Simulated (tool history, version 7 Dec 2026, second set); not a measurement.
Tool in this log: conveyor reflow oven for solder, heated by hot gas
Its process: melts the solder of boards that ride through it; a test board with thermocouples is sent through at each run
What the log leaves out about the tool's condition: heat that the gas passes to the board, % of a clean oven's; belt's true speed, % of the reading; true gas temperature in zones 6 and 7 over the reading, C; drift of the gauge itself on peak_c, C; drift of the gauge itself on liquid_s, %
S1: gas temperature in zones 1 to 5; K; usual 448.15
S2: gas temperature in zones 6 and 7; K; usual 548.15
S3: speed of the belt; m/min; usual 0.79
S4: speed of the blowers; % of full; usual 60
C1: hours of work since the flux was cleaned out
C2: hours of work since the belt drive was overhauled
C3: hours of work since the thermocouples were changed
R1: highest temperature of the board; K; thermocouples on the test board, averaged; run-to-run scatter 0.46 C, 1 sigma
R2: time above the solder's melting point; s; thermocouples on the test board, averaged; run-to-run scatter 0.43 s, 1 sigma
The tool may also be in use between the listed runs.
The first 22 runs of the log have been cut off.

{"run": 23, "hour": 1083.2, "S1": 438.15, "S2": 555.15, "S3": 0.793, "S4": 60, "C1": 207, "C2": 837, "C3": 1149, "R1": 525.45, "R2": 40.5}
{"run": 24, "hour": 1130.4, "S1": 438.15, "S2": 555.15, "S3": 0.67, "S4": 50, "C1": 233, "C2": 863, "C3": 1175, "R1": 528.35, "R2": 50.3}
{"hour": 1169.1, "done": "thermocouples of zones 6 and 7 changed"}
{"run": 25, "hour": 1181.7, "S1": 438.15, "S2": 561.15, "S3": 0.67, "S4": 64, "C1": 260, "C2": 890, "C3": 7, "R1": 539.35, "R2": 57.6}
{"hour": 1235.9, "done": "flux residue cleaned out of gas plates and filters"}
{"run": 26, "hour": 1246.5, "S1": 448.15, "S2": 548.15, "S3": 0.79, "S4": 51, "C1": 6, "C2": 923, "C3": 40, "R1": 517.75, "R2": 38.1}
{"run": 27, "hour": 1306.7, "S1": 443.15, "S2": 561.15, "S3": 0.805, "S4": 79, "C1": 39, "C2": 956, "C3": 73, "R1": 538.95, "R2": 48.6}
{"run": 28, "hour": 1358.0, "S1": 441.15, "S2": 561.15, "S3": 0.796, "S4": 79, "C1": 67, "C2": 984, "C3": 101, "R1": 538.65, "R2": 49.7}
{"run": 29, "hour": 1402.9, "S1": 448.15, "S2": 548.15, "S3": 0.641, "S4": 73, "C1": 92, "C2": 1009, "C3": 126, "R1": 534.25, "R2": 62.8}
{"run": 30, "hour": 1461.9, "S1": 448.15, "S2": 548.15, "S3": 0.807, "S4": 60, "C1": 124, "C2": 1041, "C3": 158, "R1": 520.75, "R2": 39.8}
{"run": 31, "hour": 1504.4, "S1": 448.15, "S2": 548.15, "S3": 0.79, "S4": 90, "C1": 147, "C2": 1065, "C3": 181, "R1": 531.45, "R2": 49.6}
{"run": 32, "hour": 1578.9, "S1": 448.15, "S2": 548.15, "S3": 0.79, "S4": 90, "C1": 188, "C2": 1106, "C3": 222, "R1": 532.55, "R2": 49}

Here are 3 independent what-if runs from the current tool condition. What would each one return?
{"run": "A", "hour": 1636.6, "S1": 448.15, "S2": 548.15, "S3": 0.79, "S4": 68, "C1": 220, "C2": 1137, "C3": 254, "R1": "?", "R2": "?"}
{"run": "B", "hour": 1636.6, "S1": 446.15, "S2": 561.15, "S3": 0.887, "S4": 60, "C1": 220, "C2": 1137, "C3": 254, "R1": "?", "R2": "?"}
{"run": "C", "hour": 1636.6, "S1": 448.15, "S2": 548.15, "S3": 0.78, "S4": 60, "C1": 220, "C2": 1137, "C3": 254, "R1": "?", "R2": "?"}

run=A R1=524.95 R2=44.7
run=B R1=526.35 R2=38.3
run=C R1=522.95 R2=43
Without the tool's hidden state the same runs would have given:
run=A R1=525.05 R2=44.6
run=B R1=526.35 R2=38.3
run=C R1=522.95 R2=43
